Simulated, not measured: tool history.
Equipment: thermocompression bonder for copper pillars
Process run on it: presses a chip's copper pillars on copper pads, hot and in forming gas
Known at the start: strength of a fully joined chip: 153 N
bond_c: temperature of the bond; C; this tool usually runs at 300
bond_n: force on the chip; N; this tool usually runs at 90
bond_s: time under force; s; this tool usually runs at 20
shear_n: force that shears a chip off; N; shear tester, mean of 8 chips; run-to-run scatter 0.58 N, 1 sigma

Run 1, day 0.000: usual settings. Result: shear_n 106.2 N.
Run 2, day 0.917: usual settings. Result: shear_n 107.1 N.
Run 3, day 1.796: usual settings but bond_n 123 N. Result: shear_n 127.9 N.
Run 4, day 2.488: usual settings but bond_n 123 N. Result: shear_n 128.6 N.
Run 5, day 3.433: usual settings. Result: shear_n 107.2 N.
Run 6, day 3.925: usual settings. Result: shear_n 106.9 N.
Run 7, day 4.550: usual settings. Result: shear_n 106.8 N.
Run 8, day 5.508: usual settings. Result: shear_n 108.4 N.
Run 9, day 6.433: usual settings. Result: shear_n 108.9 N.
Run 10, day 7.317: usual settings. Result: shear_n 108.8 N.
Run 11, day 8.067: usual settings. Result: shear_n 109.3 N.
Run 12, day 8.704: usual settings. Result: shear_n 107.5 N.
Run 13, day 9.208: usual settings. Result: shear_n 108.9 N.
Run 14, day 9.721: usual settings. Result: shear_n 108.4 N.
At day 10.471: gauge calibrated.
Run 15, day 10.500: usual settings. Result: shear_n 105.5 N.
Run 16, day 11.138: usual settings but bond_n 85 N. Result: shear_n 101.8 N.
Run 17, day 11.850: usual settings but bond_c 306 C, bond_n 85 N, bond_s 23 s. Result: shear_n 111.3 N.
Run 18, day 12.517: usual settings but bond_c 306 C, bond_n 85 N, bond_s 23 s. Result: shear_n 111.2 N.
At day 12.971: forming gas filter changed.
Run 19, day 13.567: usual settings but bond_c 306 C, bond_n 80 N, bond_s 18 s. Result: shear_n 99.7 N.
Run 20, day 14.146: usual settings but bond_c 306 C, bond_n 80 N, bond_s 18 s. Result: shear_n 99.6 N.
Run 21, day 14.633: usual settings but bond_c 327 C, bond_n 80 N, bond_s 18 s. Result: shear_n 112.2 N.
Run 22, day 15.238: usual settings but bond_c 327 C, bond_n 80 N, bond_s 18 s. Result: shear_n 112.8 N.
Run 23, day 15.783: usual settings but bond_c 286 C, bond_n 73 N. Result: shear_n 82.8 N.
Run 24, day 16.642: usual settings but bond_c 280 C, bond_n 120 N, bond_s 54 s. Result: shear_n 139.7 N.
Run 25, day 17.392: usual settings but bond_c 288 C, bond_n 120 N, bond_s 54 s. Result: shear_n 142.5 N.
Run 26, day 18.321: usual settings but bond_n 127 N. Result: shear_n 133.2 N.
Run 27, day 18.821: usual settings but bond_c 284 C, bond_n 55 N, bond_s 37 s. Result: shear_n 77.6 N.
Run 28, day 19.608: usual settings but bond_c 284 C, bond_n 55 N, bond_s 37 s. Result: shear_n 78.1 N.
Run 29, day 20.429: usual settings but bond_c 315 C, bond_n 106 N, bond_s 11 s. Result: shear_n 114.8 N.

Consider 4 possible next runs. They are alternatives, not a sequence: every one starts from the tool as it was left by run 29. What does each give?
Run A, day 21.067: usual settings but bond_c 308 C. Result: shear_n ?.
Run B, day 21.067: usual settings but bond_n 115 N, bond_s 21 s. Result: shear_n ?.
Run C, day 21.067: usual settings but bond_c 294 C, bond_n 65 N. Result: shear_n ?.
Run D, day 21.067: usual settings but bond_c 320 C, bond_s 53 s. Result: shear_n ?.

run  shear_n
  A    114.3
  B    128.4
  C     80.4
  D    143.7
What these runs would have given with no unlogged condition in the tool:
run  shear_n
  A    111.1
  B    124.9
  C     78.1
  D    139.8
